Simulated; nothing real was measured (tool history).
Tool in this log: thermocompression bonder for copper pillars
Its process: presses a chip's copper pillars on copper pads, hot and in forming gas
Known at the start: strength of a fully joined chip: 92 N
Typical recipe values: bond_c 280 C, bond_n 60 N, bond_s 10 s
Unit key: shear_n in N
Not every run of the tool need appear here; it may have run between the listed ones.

{"run": 1, "day": 0.0, "bond_c": 280, "bond_n": 60, "bond_s": 10, "shear_n": 63.3}
{"run": 2, "day": 0.725, "bond_c": 266, "bond_n": 60, "bond_s": 10, "shear_n": 53.9}
{"run": 3, "day": 1.292, "bond_c": 280, "bond_n": 60, "bond_s": 10, "shear_n": 63.5}
{"run": 4, "day": 1.975, "bond_c": 280, "bond_n": 60, "bond_s": 10, "shear_n": 61.6}
{"day": 2.712, "done": "forming gas filter changed"}
{"run": 5, "day": 2.946, "bond_c": 280, "bond_n": 60, "bond_s": 10, "shear_n": 63.2}
{"run": 6, "day": 3.858, "bond_c": 280, "bond_n": 60, "bond_s": 10, "shear_n": 63.8}
{"run": 7, "day": 4.771, "bond_c": 280, "bond_n": 60, "bond_s": 10, "shear_n": 63.5}
{"run": 8, "day": 5.508, "bond_c": 310, "bond_n": 60, "bond_s": 10, "shear_n": 77}
{"run": 9, "day": 6.408, "bond_c": 310, "bond_n": 60, "bond_s": 10, "shear_n": 76.4}
{"run": 10, "day": 7.004, "bond_c": 310, "bond_n": 60, "bond_s": 10, "shear_n": 76.6}
{"run": 11, "day": 7.871, "bond_c": 310, "bond_n": 60, "bond_s": 10, "shear_n": 77.5}
{"run": 12, "day": 8.379, "bond_c": 310, "bond_n": 60, "bond_s": 10, "shear_n": 77.3}
{"run": 13, "day": 8.85, "bond_c": 310, "bond_n": 60, "bond_s": 10, "shear_n": 76.5}
{"run": 14, "day": 9.304, "bond_c": 280, "bond_n": 63, "bond_s": 10, "shear_n": 65.3}
{"run": 15, "day": 9.7, "bond_c": 280, "bond_n": 60, "bond_s": 10, "shear_n": 62.7}
{"run": 16, "day": 10.504, "bond_c": 280, "bond_n": 60, "bond_s": 10, "shear_n": 62.4}
{"run": 17, "day": 11.383, "bond_c": 298, "bond_n": 60, "bond_s": 8, "shear_n": 68.7}
{"run": 18, "day": 11.996, "bond_c": 291, "bond_n": 60, "bond_s": 10, "shear_n": 68.1}
{"run": 19, "day": 12.783, "bond_c": 280, "bond_n": 53, "bond_s": 10, "shear_n": 59}
{"run": 20, "day": 13.4, "bond_c": 274, "bond_n": 38, "bond_s": 19, "shear_n": 57}
{"run": 21, "day": 13.962, "bond_c": 296, "bond_n": 47, "bond_s": 10, "shear_n": 65.1}
{"run": 22, "day": 14.5, "bond_c": 255, "bond_n": 37, "bond_s": 5, "shear_n": 26.8}
{"run": 23, "day": 14.917, "bond_c": 255, "bond_n": 37, "bond_s": 5, "shear_n": 27.6}
{"run": 24, "day": 15.708, "bond_c": 255, "bond_n": 37, "bond_s": 5, "shear_n": 25.7}
{"run": 25, "day": 16.2, "bond_c": 288, "bond_n": 37, "bond_s": 5, "shear_n": 41.2}
{"run": 26, "day": 16.912, "bond_c": 280, "bond_n": 60, "bond_s": 9, "shear_n": 59.6}
{"run": 27, "day": 17.712, "bond_c": 280, "bond_n": 60, "bond_s": 12, "shear_n": 62.7}
{"run": 28, "day": 18.546, "bond_c": 280, "bond_n": 60, "bond_s": 12, "shear_n": 64.1}
{"run": 29, "day": 19.258, "bond_c": 280, "bond_n": 60, "bond_s": 12, "shear_n": 64.1}
{"run": 30, "day": 19.842, "bond_c": 280, "bond_n": 60, "bond_s": 23, "shear_n": 72.5}
{"run": 31, "day": 20.275, "bond_c": 272, "bond_n": 59, "bond_s": 6, "shear_n": 46.9}
{"run": 32, "day": 21.133, "bond_c": 254, "bond_n": 71, "bond_s": 10, "shear_n": 50.9}

What if the next run were any one of these 4? Each begins from the tool's condition after run 32:
{"run": "A", "day": 21.817, "bond_c": 254, "bond_n": 45, "bond_s": 10, "shear_n": "?"}
{"run": "B", "day": 21.817, "bond_c": 254, "bond_n": 71, "bond_s": 17, "shear_n": "?"}
{"run": "C", "day": 21.817, "bond_c": 280, "bond_n": 52, "bond_s": 10, "shear_n": "?"}
{"run": "D", "day": 21.817, "bond_c": 254, "bond_n": 64, "bond_s": 10, "shear_n": "?"}

run=A shear_n=38.3
run=B shear_n=59.6
run=C shear_n=56
run=D shear_n=47.7
Stripped of hidden state, with their random variation kept, the same runs would have yielded:
run=A shear_n=42.3
run=B shear_n=64.6
run=C shear_n=60.8
run=D shear_n=52.3

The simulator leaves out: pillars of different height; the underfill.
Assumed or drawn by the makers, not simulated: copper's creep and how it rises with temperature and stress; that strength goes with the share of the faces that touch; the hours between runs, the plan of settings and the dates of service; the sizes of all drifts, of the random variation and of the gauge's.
